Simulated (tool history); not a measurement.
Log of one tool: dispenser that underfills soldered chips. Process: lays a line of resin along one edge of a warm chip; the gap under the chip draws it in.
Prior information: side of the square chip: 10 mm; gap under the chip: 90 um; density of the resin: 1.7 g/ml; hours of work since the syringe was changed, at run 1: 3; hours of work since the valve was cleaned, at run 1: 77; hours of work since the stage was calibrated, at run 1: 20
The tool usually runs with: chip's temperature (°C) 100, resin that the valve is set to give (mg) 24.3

| run | day | chip's temperature (°C) | resin that the valve is set to give (mg) | hours of work since the syringe was changed | hours of work since the valve was cleaned | hours of work since the stage was calibrated | time until the resin shows at the far edge (s) | resin that the valve gave (mg) |
|---|---|---|---|---|---|---|---|---|
| 1 | 0.000 | 100 | 24.3 | 3 | 77 | 20 | 21.2 | 22.76 |
|  | 0.196 | new syringe of resin |
| 2 | 0.404 | 100 | 24.3 | 3 | 83 | 26 | 21.6 | 22.71 |
|  | 0.571 | new syringe of resin |
| 3 | 0.833 | 100 | 24.3 | 4 | 89 | 32 | 23.2 | 22.79 |
|  | 0.962 | new syringe of resin |
| 4 | 1.133 | 100 | 24.3 | 3 | 93 | 36 | 21.2 | 22.62 |
|  | 1.325 | new syringe of resin |
|  | 1.450 | dispensing valve cleaned and set on the balance |
| 5 | 1.654 | 100 | 24.3 | 4 | 3 | 43 | 23.6 | 24.35 |
|  | 1.733 | new syringe of resin |
| 6 | 1.917 | 102 | 24.3 | 3 | 7 | 47 | 19.3 | 24.32 |
|  | 2.121 | new syringe of resin |
| 7 | 2.358 | 102 | 24.3 | 4 | 13 | 53 | 20.8 | 24.00 |
|  | 2.488 | new syringe of resin |
| 8 | 2.667 | 100 | 24.3 | 3 | 18 | 58 | 21.2 | 24.10 |
|  | 2.879 | new syringe of resin |
| 9 | 3.146 | 100 | 24.3 | 4 | 25 | 65 | 22.9 | 23.95 |
|  | 3.267 | new syringe of resin |
| 10 | 3.454 | 100 | 24.3 | 3 | 29 | 69 | 20.9 | 24.01 |
|  | 3.650 | new syringe of resin |
| 11 | 3.654 | 94 | 28.6 | 0 | 32 | 72 | 20.6 | 28.06 |
| 12 | 3.971 | 102 | 29.3 | 5 | 36 | 76 | 22.3 | 28.49 |
|  | 4.021 | new syringe of resin |
| 13 | 4.304 | 109 | 24.1 | 4 | 41 | 81 | 18.0 | 23.64 |
|  | 4.400 | new syringe of resin |
| 14 | 4.679 | 109 | 24.1 | 4 | 47 | 87 | 18.2 | 23.43 |
|  | 4.792 | new syringe of resin |
| 15 | 5.000 | 91 | 23.7 | 3 | 51 | 91 | 30.3 | 23.13 |
|  | 5.167 | new syringe of resin |
| 16 | 5.433 | 85 | 29.8 | 4 | 57 | 97 | 37.9 | 28.64 |
|  | 5.546 | new syringe of resin |
| 17 | 5.796 | 100 | 26.8 | 4 | 63 | 103 | 22.6 | 25.50 |
|  | 5.908 | new syringe of resin |
| 18 | 6.062 | 104 | 29.7 | 2 | 66 | 106 | 17.3 | 28.32 |
|  | 6.292 | new syringe of resin |
| 19 | 6.392 | 94 | 31.3 | 2 | 71 | 111 | 22.3 | 29.82 |
|  | 6.679 | new syringe of resin |
| 20 | 6.762 | 112 | 24.3 | 1 | 76 | 116 | 12.8 | 22.94 |

Each row is a separate what-if for the run after 20, all from the same tool condition, not one after another. Results?
| A | 7.012 | 114 | 24.3 | 5 | 80 | 120 | ? | ? |
| B | 7.012 | 93 | 24.3 | 5 | 80 | 120 | ? | ? |
| C | 7.012 | 104 | 31.0 | 5 | 80 | 120 | ? | ? |
| D | 7.012 | 100 | 23.6 | 5 | 80 | 120 | ? | ? |
| E | 7.012 | 90 | 25.4 | 5 | 80 | 120 | ? | ? |

| run | time until the resin shows at the far edge (s) | resin that the valve gave (mg) |
|---|---|---|
| A | 15.5 | 23.05 |
| B | 32.6 | 22.81 |
| C | 21.5 | 29.37 |
| D | 24.9 | 22.08 |
| E | 35.6 | 24.00 |
With no hidden state in the tool, these same runs would have given:
| run | time until the resin shows at the far edge (s) | resin that the valve gave (mg) |
|---|---|---|
| A | 10.6 | 24.40 |
| B | 23.0 | 24.15 |
| C | 15.0 | 31.08 |
| D | 17.4 | 23.38 |
| E | 24.9 | 25.40 |
